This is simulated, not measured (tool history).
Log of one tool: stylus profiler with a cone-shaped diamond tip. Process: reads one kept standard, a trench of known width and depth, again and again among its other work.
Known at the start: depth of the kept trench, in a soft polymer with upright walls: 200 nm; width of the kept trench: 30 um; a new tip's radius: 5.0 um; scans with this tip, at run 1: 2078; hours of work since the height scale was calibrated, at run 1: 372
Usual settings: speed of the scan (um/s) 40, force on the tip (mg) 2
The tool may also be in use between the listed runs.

run,hour,speed of the scan (um/s),force on the tip (mg),scans with this tip,hours of work since the height scale was calibrated,depth of the trench (Å),width of the trench's floor (nm)
1,0,40,2,2078,372,2030.4,26860
2,10.7,40,2,2120,379,2033.1,26820
3,27.3,40,2,2184,391,2031.4,26790
4,37.2,40,2,2223,397,2032.3,26790
5,47.2,40,2,2262,404,2031.9,26810
6,67.7,40,2,2342,419,2030.2,26820
# hour 69.7: height scale calibrated on a step standard
7,79,40,2,2383,6,2032.6,26840
8,92.7,40,2,2437,16,2032.7,26760
9,113.3,40,2,2517,30,2032,26810
10,125.4,134,2,2564,39,2033.8,26110
# hour 129.8: height scale calibrated on a step standard, once more
11,140,24,1.75,2619,7,2026.4,26900
12,149.8,18,1.75,2657,14,2026.3,26920
13,158.4,18,1.75,2690,20,2027.2,26910
14,170.4,66,0.78,2737,28,2015,26320
15,180.9,66,0.78,2778,36,2014.6,26340
16,200.2,103,1.06,2853,49,2019.2,26110
17,217,25,4.38,2918,61,2050.4,26990
18,232.4,25,4.38,2978,71,2049,26920
19,246.3,25,4.38,3032,81,2050.1,26900

5 ways to go on from here, each from the tool as it stands after run 19. What would each give?
A,260.4,94,4.29,3087,91,?,?
B,260.4,25,0.77,3087,91,?,?
C,260.4,25,1.31,3087,91,?,?
D,260.4,117,5.06,3087,91,?,?
E,260.4,25,0.74,3087,91,?,?

run,depth of the trench (Å),width of the trench's floor (nm)
A,2050.2,26570
B,2014.5,26720
C,2022.7,26770
D,2055.1,26510
E,2015,26720
Without the tool's hidden state the same runs would have given:
run,depth of the trench (Å),width of the trench's floor (nm)
A,2050.6,26750
B,2014.8,26910
C,2023,26960
D,2055.5,26700
E,2015.4,26910
